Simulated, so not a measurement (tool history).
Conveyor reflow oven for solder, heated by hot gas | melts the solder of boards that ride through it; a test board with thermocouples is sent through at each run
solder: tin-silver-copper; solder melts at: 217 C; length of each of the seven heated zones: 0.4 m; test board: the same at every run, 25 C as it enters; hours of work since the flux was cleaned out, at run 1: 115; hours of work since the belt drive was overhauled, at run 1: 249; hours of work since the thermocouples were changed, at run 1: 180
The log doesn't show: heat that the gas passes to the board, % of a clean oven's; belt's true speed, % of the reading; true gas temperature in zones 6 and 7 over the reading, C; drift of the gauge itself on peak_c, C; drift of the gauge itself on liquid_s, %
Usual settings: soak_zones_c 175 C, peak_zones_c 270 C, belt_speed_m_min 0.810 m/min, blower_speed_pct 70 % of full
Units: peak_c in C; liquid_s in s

run,day,soak_zones_c,peak_zones_c,belt_speed_m_min,blower_speed_pct,hours of work since the flux was cleaned out,hours of work since the belt drive was overhauled,hours of work since the thermocouples were changed,peak_c,liquid_s
1,0.000,175,270,0.810,70,115,249,180,255.4,46.6
2,0.704,175,270,0.810,70,125,258,190,255.5,46.7
3,1.142,175,270,0.810,70,131,264,196,255.5,46.7
4,1.646,175,270,0.810,70,138,271,203,255.8,46.6
5,1.971,175,270,0.810,70,142,276,208,255.4,47.0
6,2.600,175,275,0.810,70,151,285,217,259.6,48.3
7,3.033,175,275,0.810,70,157,291,223,260.2,47.9
# day 3.525: flux residue cleaned out of gas plates and filters
8,3.846,175,275,0.810,70,4,299,231,260.0,48.8
9,4.200,175,263,0.810,70,9,304,236,249.1,43.7
10,4.879,164,270,0.810,70,19,313,245,253.7,42.9
11,5.458,164,270,0.810,70,27,321,253,253.5,43.1
# day 5.817: flux residue cleaned out of gas plates and filters, once more
12,6.267,164,270,0.810,70,6,330,262,254.4,43.5
13,7.008,164,270,0.810,70,17,340,272,254.5,43.2
14,7.504,164,270,0.810,70,23,347,279,254.7,43.5
15,8.042,164,270,0.810,70,31,354,286,254.5,42.7
16,8.558,177,270,0.810,70,38,362,293,256.6,47.4
17,8.988,177,272,0.750,70,44,368,299,260.7,53.8
18,9.379,175,274,0.664,51,49,373,305,260.7,60.6
19,9.779,161,274,0.833,63,55,379,310,253.7,41.0
20,10.246,175,270,0.734,90,61,385,317,262.0,56.3
21,10.958,175,270,0.734,90,71,395,327,261.4,56.2
22,11.283,175,261,0.714,62,76,399,331,249.5,49.9
23,11.846,183,266,0.955,70,84,407,339,248.5,38.2
24,12.583,177,260,0.899,52,94,417,349,238.6,30.1
25,13.258,181,279,0.774,57,103,427,359,263.1,53.3
26,13.679,178,265,0.809,67,109,433,365,251.1,44.8
27,14.038,160,270,0.841,70,114,438,369,251.4,39.3
28,14.696,188,270,0.841,70,123,447,379,256.9,49.2
29,15.175,188,270,0.841,70,130,453,385,256.4,49.2
30,15.846,175,270,0.904,64,139,463,395,250.6,38.2
31,16.333,175,270,0.810,86,146,469,401,259.3,49.1

4 ways to go on from here, each from the tool as it stands after run 31. What would each give?
A,16.946,186,266,0.781,86,154,478,410,?,?
B,16.946,187,270,0.810,54,154,478,410,?,?
C,16.946,175,281,0.810,70,154,478,410,?,?
D,16.946,175,270,0.655,70,154,478,410,?,?

run,peak_c,liquid_s
A,257.9,53.9
B,253.2,49.0
C,265.8,50.7
D,262.0,63.5
Without the tool's hidden state the same runs would have given:
run,peak_c,liquid_s
A,257.4,53.5
B,252.7,48.5
C,265.5,50.2
D,261.4,62.9

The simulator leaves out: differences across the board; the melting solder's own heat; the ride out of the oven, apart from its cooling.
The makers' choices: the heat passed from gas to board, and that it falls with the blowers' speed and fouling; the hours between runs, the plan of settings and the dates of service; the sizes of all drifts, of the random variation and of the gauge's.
